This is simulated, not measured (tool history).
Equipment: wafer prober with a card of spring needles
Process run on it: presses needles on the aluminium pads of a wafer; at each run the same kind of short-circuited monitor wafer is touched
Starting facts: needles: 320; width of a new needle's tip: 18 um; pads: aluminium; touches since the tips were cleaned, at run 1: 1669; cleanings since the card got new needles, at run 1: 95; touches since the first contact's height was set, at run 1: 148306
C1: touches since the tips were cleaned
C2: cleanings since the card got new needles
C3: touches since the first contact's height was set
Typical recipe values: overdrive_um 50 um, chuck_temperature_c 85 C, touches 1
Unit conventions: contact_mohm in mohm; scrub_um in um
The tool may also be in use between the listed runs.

{"run": 1, "hour": 0.0, "overdrive_um": 50, "chuck_temperature_c": 85, "touches": 1, "C1": 1669, "C2": 95, "C3": 148306, "contact_mohm": 165, "scrub_um": 10.63}
{"hour": 11.7, "done": "tips cleaned on abrasive film"}
{"hour": 27.1, "done": "tips cleaned on abrasive film"}
{"run": 2, "hour": 31.9, "overdrive_um": 51, "chuck_temperature_c": 85, "touches": 1, "C1": 1960, "C2": 97, "C3": 161282, "contact_mohm": 163, "scrub_um": 10.86}
{"hour": 39.1, "done": "height of the first contact set anew"}
{"hour": 41.9, "done": "tips cleaned on abrasive film"}
{"run": 3, "hour": 54.1, "overdrive_um": 51, "chuck_temperature_c": 85, "touches": 1, "C1": 4993, "C2": 98, "C3": 6076, "contact_mohm": 166, "scrub_um": 10.86}
{"hour": 57.7, "done": "tips cleaned on abrasive film"}
{"hour": 73.2, "done": "tips cleaned on abrasive film"}
{"hour": 87.6, "done": "tips cleaned on abrasive film"}
{"run": 4, "hour": 95.5, "overdrive_um": 51, "chuck_temperature_c": 85, "touches": 1, "C1": 3240, "C2": 101, "C3": 22892, "contact_mohm": 164, "scrub_um": 10.83}
{"hour": 101.9, "done": "tips cleaned on abrasive film"}
{"run": 5, "hour": 114.7, "overdrive_um": 51, "chuck_temperature_c": 85, "touches": 1, "C1": 5240, "C2": 102, "C3": 30729, "contact_mohm": 165, "scrub_um": 10.77}
{"hour": 117.0, "done": "tips cleaned on abrasive film"}
{"hour": 131.3, "done": "tips cleaned on abrasive film"}
{"run": 6, "hour": 142.0, "overdrive_um": 51, "chuck_temperature_c": 85, "touches": 1, "C1": 4396, "C2": 104, "C3": 41823, "contact_mohm": 164, "scrub_um": 10.85}
{"hour": 145.7, "done": "tips cleaned on abrasive film"}
{"hour": 162.3, "done": "tips cleaned on abrasive film"}
{"run": 7, "hour": 168.6, "overdrive_um": 51, "chuck_temperature_c": 85, "touches": 1, "C1": 2603, "C2": 106, "C3": 52627, "contact_mohm": 166, "scrub_um": 10.83}
{"hour": 178.8, "done": "tips cleaned on abrasive film"}
{"run": 8, "hour": 190.6, "overdrive_um": 50, "chuck_temperature_c": 85, "touches": 1, "C1": 4839, "C2": 107, "C3": 61565, "contact_mohm": 166, "scrub_um": 10.54}
{"hour": 193.6, "done": "tips cleaned on abrasive film"}
{"hour": 210.5, "done": "tips cleaned on abrasive film"}
{"run": 9, "hour": 220.8, "overdrive_um": 50, "chuck_temperature_c": 85, "touches": 1, "C1": 4249, "C2": 109, "C3": 73867, "contact_mohm": 166, "scrub_um": 10.62}
{"hour": 227.4, "done": "tips cleaned on abrasive film"}
{"hour": 241.8, "done": "tips cleaned on abrasive film"}
{"hour": 257.1, "done": "tips cleaned on abrasive film"}
{"run": 10, "hour": 257.6, "overdrive_um": 50, "chuck_temperature_c": 85, "touches": 1, "C1": 198, "C2": 112, "C3": 88795, "contact_mohm": 162, "scrub_um": 10.6}
{"hour": 273.7, "done": "tips cleaned on abrasive film"}
{"hour": 289.7, "done": "tips cleaned on abrasive film"}
{"run": 11, "hour": 298.9, "overdrive_um": 50, "chuck_temperature_c": 85, "touches": 1, "C1": 3792, "C2": 114, "C3": 105617, "contact_mohm": 165, "scrub_um": 10.52}
{"hour": 304.1, "done": "tips cleaned on abrasive film"}
{"hour": 320.1, "done": "tips cleaned on abrasive film"}
{"run": 12, "hour": 327.6, "overdrive_um": 50, "chuck_temperature_c": 85, "touches": 1, "C1": 3068, "C2": 116, "C3": 117290, "contact_mohm": 162, "scrub_um": 10.56}
{"hour": 335.4, "done": "tips cleaned on abrasive film"}
{"hour": 353.0, "done": "tips cleaned on abrasive film"}
{"hour": 368.2, "done": "tips cleaned on abrasive film"}
{"run": 13, "hour": 371.9, "overdrive_um": 50, "chuck_temperature_c": 85, "touches": 1, "C1": 1503, "C2": 119, "C3": 135279, "contact_mohm": 164, "scrub_um": 10.56}
{"hour": 384.6, "done": "tips cleaned on abrasive film"}
{"hour": 400.2, "done": "tips cleaned on abrasive film"}
{"run": 14, "hour": 408.5, "overdrive_um": 38, "chuck_temperature_c": 85, "touches": 1, "C1": 3398, "C2": 121, "C3": 150162, "contact_mohm": 171, "scrub_um": 7.99}
{"hour": 415.5, "done": "tips cleaned on abrasive film"}
{"hour": 431.6, "done": "tips cleaned on abrasive film"}
{"hour": 443.8, "done": "height of the first contact set anew"}
{"run": 15, "hour": 443.8, "overdrive_um": 55, "chuck_temperature_c": 85, "touches": 1, "C1": 4873, "C2": 123, "C3": 0, "contact_mohm": 167, "scrub_um": 11.59}
{"hour": 447.5, "done": "tips cleaned on abrasive film"}
{"hour": 461.9, "done": "tips cleaned on abrasive film"}
{"run": 16, "hour": 463.0, "overdrive_um": 55, "chuck_temperature_c": 85, "touches": 1, "C1": 478, "C2": 125, "C3": 7775, "contact_mohm": 164, "scrub_um": 11.57}
{"hour": 477.2, "done": "tips cleaned on abrasive film"}
{"hour": 493.8, "done": "tips cleaned on abrasive film"}
{"run": 17, "hour": 500.2, "overdrive_um": 55, "chuck_temperature_c": 85, "touches": 1, "C1": 2619, "C2": 127, "C3": 22888, "contact_mohm": 162, "scrub_um": 11.56}
{"hour": 509.3, "done": "tips cleaned on abrasive film"}
{"hour": 525.1, "done": "tips cleaned on abrasive film"}
{"run": 18, "hour": 536.8, "overdrive_um": 61, "chuck_temperature_c": 52, "touches": 3, "C1": 4770, "C2": 129, "C3": 37783, "contact_mohm": 154, "scrub_um": 12.75}
{"hour": 539.9, "done": "tips cleaned on abrasive film"}
{"hour": 556.3, "done": "tips cleaned on abrasive film"}
{"run": 19, "hour": 559.8, "overdrive_um": 64, "chuck_temperature_c": 94, "touches": 1, "C1": 1424, "C2": 131, "C3": 47119, "contact_mohm": 159, "scrub_um": 13.41}
{"hour": 570.6, "done": "tips cleaned on abrasive film"}
{"hour": 585.0, "done": "tips cleaned on abrasive film"}
{"run": 20, "hour": 594.9, "overdrive_um": 64, "chuck_temperature_c": 94, "touches": 1, "C1": 4044, "C2": 133, "C3": 61410, "contact_mohm": 158, "scrub_um": 13.44}
{"hour": 601.0, "done": "tips cleaned on abrasive film"}
{"hour": 615.5, "done": "tips cleaned on abrasive film"}
{"hour": 630.2, "done": "tips cleaned on abrasive film"}
{"run": 21, "hour": 631.7, "overdrive_um": 42, "chuck_temperature_c": 119, "touches": 1, "C1": 628, "C2": 136, "C3": 76341, "contact_mohm": 176, "scrub_um": 8.81}
{"hour": 646.8, "done": "tips cleaned on abrasive film"}
{"hour": 663.0, "done": "tips cleaned on abrasive film"}
{"hour": 677.3, "done": "tips cleaned on abrasive film"}
{"run": 22, "hour": 677.3, "overdrive_um": 42, "chuck_temperature_c": 119, "touches": 2, "C1": 0, "C2": 139, "C3": 94906, "contact_mohm": 176, "scrub_um": 8.83}
{"hour": 693.2, "done": "tips cleaned on abrasive film"}
{"run": 23, "hour": 697.5, "overdrive_um": 42, "chuck_temperature_c": 119, "touches": 2, "C1": 1771, "C2": 140, "C3": 103129, "contact_mohm": 175, "scrub_um": 8.78}
{"hour": 708.7, "done": "tips cleaned on abrasive film"}
{"hour": 724.3, "done": "tips cleaned on abrasive film"}
{"hour": 739.7, "done": "tips cleaned on abrasive film"}
{"run": 24, "hour": 743.0, "overdrive_um": 67, "chuck_temperature_c": 85, "touches": 3, "C1": 1356, "C2": 143, "C3": 121597, "contact_mohm": 157, "scrub_um": 14.01}
{"hour": 745.9, "done": "gauge calibrated"}
{"hour": 754.5, "done": "tips cleaned on abrasive film"}
{"hour": 770.3, "done": "tips cleaned on abrasive film"}
{"run": 25, "hour": 772.2, "overdrive_um": 41, "chuck_temperature_c": 98, "touches": 2, "C1": 791, "C2": 145, "C3": 133472, "contact_mohm": 171, "scrub_um": 8.75}
{"hour": 785.0, "done": "tips cleaned on abrasive film"}
{"hour": 800.7, "done": "tips cleaned on abrasive film"}
{"run": 26, "hour": 800.7, "overdrive_um": 32, "chuck_temperature_c": 98, "touches": 2, "C1": 0, "C2": 147, "C3": 145041, "contact_mohm": 179, "scrub_um": 6.79}
{"hour": 817.2, "done": "tips cleaned on abrasive film"}
{"hour": 832.5, "done": "tips cleaned on abrasive film"}
{"run": 27, "hour": 841.3, "overdrive_um": 32, "chuck_temperature_c": 98, "touches": 1, "C1": 3605, "C2": 149, "C3": 161595, "contact_mohm": 182, "scrub_um": 6.78}
{"hour": 847.6, "done": "tips cleaned on abrasive film"}
{"hour": 847.9, "done": "height of the first contact set anew"}
{"hour": 864.4, "done": "tips cleaned on abrasive film"}
{"hour": 880.1, "done": "tips cleaned on abrasive film"}
{"run": 28, "hour": 885.5, "overdrive_um": 32, "chuck_temperature_c": 98, "touches": 1, "C1": 2196, "C2": 152, "C3": 15294, "contact_mohm": 186, "scrub_um": 6.8}
{"hour": 895.5, "done": "tips cleaned on abrasive film"}
{"run": 29, "hour": 907.3, "overdrive_um": 63, "chuck_temperature_c": 100, "touches": 1, "C1": 4825, "C2": 153, "C3": 24198, "contact_mohm": 162, "scrub_um": 13.3}
{"hour": 909.7, "done": "tips cleaned on abrasive film"}
{"hour": 925.4, "done": "tips cleaned on abrasive film"}
{"hour": 942.0, "done": "tips cleaned on abrasive film"}
{"run": 30, "hour": 942.8, "overdrive_um": 50, "chuck_temperature_c": 58, "touches": 1, "C1": 326, "C2": 156, "C3": 38588, "contact_mohm": 160, "scrub_um": 10.59}
{"hour": 958.2, "done": "tips cleaned on abrasive film"}
{"run": 31, "hour": 961.3, "overdrive_um": 44, "chuck_temperature_c": 85, "touches": 1, "C1": 1264, "C2": 157, "C3": 46115, "contact_mohm": 170, "scrub_um": 9.34}

Each row is a separate what-if for the run after 31, all from the same tool condition, not one after another. Results?
{"hour": 974.0, "done": "tips cleaned on abrasive film"}
{"run": "A", "hour": 981.5, "overdrive_um": 58, "chuck_temperature_c": 85, "touches": 2, "C1": 3101, "C2": 158, "C3": 54369, "contact_mohm": "?", "scrub_um": "?"}
{"hour": 974.0, "done": "tips cleaned on abrasive film"}
{"run": "B", "hour": 981.5, "overdrive_um": 64, "chuck_temperature_c": 85, "touches": 1, "C1": 3101, "C2": 158, "C3": 54369, "contact_mohm": "?", "scrub_um": "?"}
{"hour": 974.0, "done": "tips cleaned on abrasive film"}
{"run": "C", "hour": 981.5, "overdrive_um": 44, "chuck_temperature_c": 85, "touches": 1, "C1": 3101, "C2": 158, "C3": 54369, "contact_mohm": "?", "scrub_um": "?"}

run=A contact_mohm=161 scrub_um=12.16
run=B contact_mohm=160 scrub_um=13.51
run=C contact_mohm=169 scrub_um=9.29
Take away the tool's hidden state, keep each run's random variation, and the runs would have read:
run=A contact_mohm=161 scrub_um=12.23
run=B contact_mohm=160 scrub_um=13.59
run=C contact_mohm=168 scrub_um=9.34
